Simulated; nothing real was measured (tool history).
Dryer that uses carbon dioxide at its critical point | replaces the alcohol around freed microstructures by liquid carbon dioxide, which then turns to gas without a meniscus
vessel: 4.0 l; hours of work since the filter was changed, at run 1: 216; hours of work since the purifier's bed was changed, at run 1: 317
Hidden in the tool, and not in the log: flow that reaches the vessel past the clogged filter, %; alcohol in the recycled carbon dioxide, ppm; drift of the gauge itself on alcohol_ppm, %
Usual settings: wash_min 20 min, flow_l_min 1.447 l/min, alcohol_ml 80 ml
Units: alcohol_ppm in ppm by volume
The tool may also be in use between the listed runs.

| run | hour | wash_min | flow_l_min | alcohol_ml | hours of work since the filter was changed | hours of work since the purifier's bed was changed | alcohol_ppm |
|---|---|---|---|---|---|---|---|
| 1 | 0 | 20 | 1.447 | 80 | 216 | 317 | 268 |
| 2 | 30.9 | 20 | 1.447 | 80 | 226 | 327 | 271 |
| 3 | 52.4 | 28 | 1.447 | 80 | 233 | 334 | 100 |
| 4 | 86.3 | 20 | 1.447 | 80 | 244 | 345 | 285 |
| 5 | 118.1 | 20 | 1.447 | 80 | 255 | 355 | 298 |
| 6 | 143.1 | 20 | 1.447 | 80 | 263 | 363 | 296 |
| 7 | 167.9 | 20 | 1.447 | 45 | 271 | 372 | 202 |
| 8 | 187.5 | 20 | 1.447 | 45 | 278 | 378 | 211 |
| 9 | 208.8 | 20 | 1.447 | 45 | 284 | 385 | 215 |
| 10 | 229.5 | 20 | 1.447 | 45 | 291 | 392 | 216 |
| 11 | 249.2 | 20 | 1.447 | 45 | 298 | 398 | 219 |
| 12 | 271.5 | 20 | 1.447 | 45 | 305 | 405 | 217 |
| 13 | 299.2 | 20 | 1.447 | 45 | 314 | 414 | 221 |
| 14 | 319.6 | 29 | 1.447 | 80 | 321 | 421 | 118 |
|  | 341.6 | inlet filter changed |
| 15 | 347 | 15 | 1.447 | 80 | 2 | 430 | 497 |
| 16 | 361.8 | 20 | 0.94 | 80 | 7 | 435 | 736 |
| 17 | 392.5 | 12 | 1.447 | 80 | 17 | 445 | 992 |
| 18 | 422.5 | 12 | 1.447 | 80 | 26 | 454 | 981 |
| 19 | 438.5 | 12 | 1.447 | 80 | 32 | 460 | 1014 |
| 20 | 463.7 | 19 | 0.97 | 36 | 40 | 468 | 429 |
| 21 | 493.9 | 29 | 0.97 | 75 | 50 | 478 | 219 |
| 22 | 525.8 | 29 | 0.97 | 75 | 60 | 488 | 230 |
| 23 | 558.1 | 20 | 1.447 | 31 | 71 | 499 | 138 |
| 24 | 578.1 | 29 | 0.89 | 21 | 77 | 505 | 153 |
| 25 | 599.8 | 20 | 1.447 | 43 | 84 | 512 | 175 |
| 26 | 630 | 15 | 2.25 | 31 | 94 | 522 | 121 |
| 27 | 653.9 | 20 | 1.37 | 80 | 102 | 530 | 290 |
| 28 | 683.1 | 20 | 1.37 | 80 | 111 | 539 | 280 |
| 29 | 718.1 | 20 | 1.37 | 80 | 123 | 551 | 306 |
| 30 | 750.5 | 20 | 1.37 | 80 | 133 | 561 | 294 |
| 31 | 772.5 | 20 | 1.37 | 80 | 141 | 569 | 323 |
| 32 | 806.2 | 20 | 1.37 | 80 | 152 | 580 | 326 |
| 33 | 826.5 | 20 | 1.37 | 80 | 158 | 586 | 332 |
| 34 | 857 | 20 | 1.37 | 80 | 168 | 596 | 336 |
| 35 | 879.1 | 19 | 1.86 | 55 | 175 | 603 | 155 |
| 36 | 897.4 | 19 | 2.05 | 75 | 181 | 609 | 148 |

Measured less the same run without the tool's hidden state. The same run-to-run variation is in both; the gauge's scatter may not be:
| run | alcohol_ppm |
|---|---|
| 1 | +148 |
| 2 | +157 |
| 3 | +82 |
| 4 | +171 |
| 5 | +176 |
| 6 | +185 |
| 7 | +138 |
| 8 | +144 |
| 9 | +145 |
| 10 | +151 |
| 11 | +155 |
| 12 | +155 |
| 13 | +162 |
| 14 | +103 |
| 15 | +83 |
| 16 | +91 |
| 17 | +109 |
| 18 | +123 |
| 19 | +135 |
| 20 | +110 |
| 21 | +104 |
| 22 | +110 |
| 23 | +96 |
| 24 | +103 |
| 25 | +109 |
| 26 | +104 |
| 27 | +141 |
| 28 | +143 |
| 29 | +155 |
| 30 | +158 |
| 31 | +169 |
| 32 | +175 |
| 33 | +184 |
| 34 | +188 |
| 35 | +134 |
| 36 | +131 |
